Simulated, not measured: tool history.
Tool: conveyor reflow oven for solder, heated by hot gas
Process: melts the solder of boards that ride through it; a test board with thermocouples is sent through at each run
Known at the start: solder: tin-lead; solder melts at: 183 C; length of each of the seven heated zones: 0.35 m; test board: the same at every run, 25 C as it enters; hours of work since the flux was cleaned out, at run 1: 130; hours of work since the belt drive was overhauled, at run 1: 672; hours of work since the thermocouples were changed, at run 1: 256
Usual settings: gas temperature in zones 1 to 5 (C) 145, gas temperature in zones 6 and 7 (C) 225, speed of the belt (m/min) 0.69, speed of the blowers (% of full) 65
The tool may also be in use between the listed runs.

run,hour,gas temperature in zones 1 to 5 (C),gas temperature in zones 6 and 7 (C),speed of the belt (m/min),speed of the blowers (% of full),hours of work since the flux was cleaned out,hours of work since the belt drive was overhauled,hours of work since the thermocouples were changed,highest temperature of the board (C),time above the solder's melting point (s)
1,0,145,225,0.69,65,130,672,256,210.5,43.6
2,23.6,145,225,0.69,65,146,688,272,210.5,43.6
3,36.8,145,225,0.69,65,155,697,281,210.3,43.4
4,66.2,145,225,0.69,65,175,717,301,210.8,43.3
5,87.8,145,225,0.69,65,189,731,315,210.3,42.9
6,111.6,145,225,0.69,65,205,747,331,210.9,43.4
7,139.2,157,225,0.69,65,224,766,350,212.8,49.6
8,169.9,156,228,0.778,59,245,786,370,211,41.7
9,195.4,156,228,0.718,59,262,804,388,213.1,47.1
10,220.6,154,215,0.718,59,279,821,405,201.8,37.6
11,237.7,154,215,0.718,59,290,832,416,202.1,37.8
12,250.5,154,215,0.718,59,299,841,425,202.4,37.4
13,270.6,154,215,0.718,59,312,854,438,201.8,37.1
14,299.9,155,220,0.584,61,332,874,458,211.2,57.3

5 ways to go on from here, each from the tool as it stands after run 14. What would each give?
A,329.1,145,225,0.69,66,352,894,478,?,?
B,329.1,145,230,0.721,65,352,894,478,?,?
C,329.1,155,220,0.796,85,352,894,478,?,?
D,329.1,147,239,0.69,72,352,894,478,?,?
E,329.1,140,238,0.69,65,352,894,478,?,?

run,highest temperature of the board (C),time above the solder's melting point (s)
A,211,43.7
B,213.8,43.3
C,207.3,38.6
D,223.8,52
E,221.1,48.1
Without the tool's hidden state the same runs would have given:
run,highest temperature of the board (C),time above the solder's melting point (s)
A,211,43.7
B,213.8,43.3
C,207.3,38.6
D,223.9,52
E,221.2,48.1
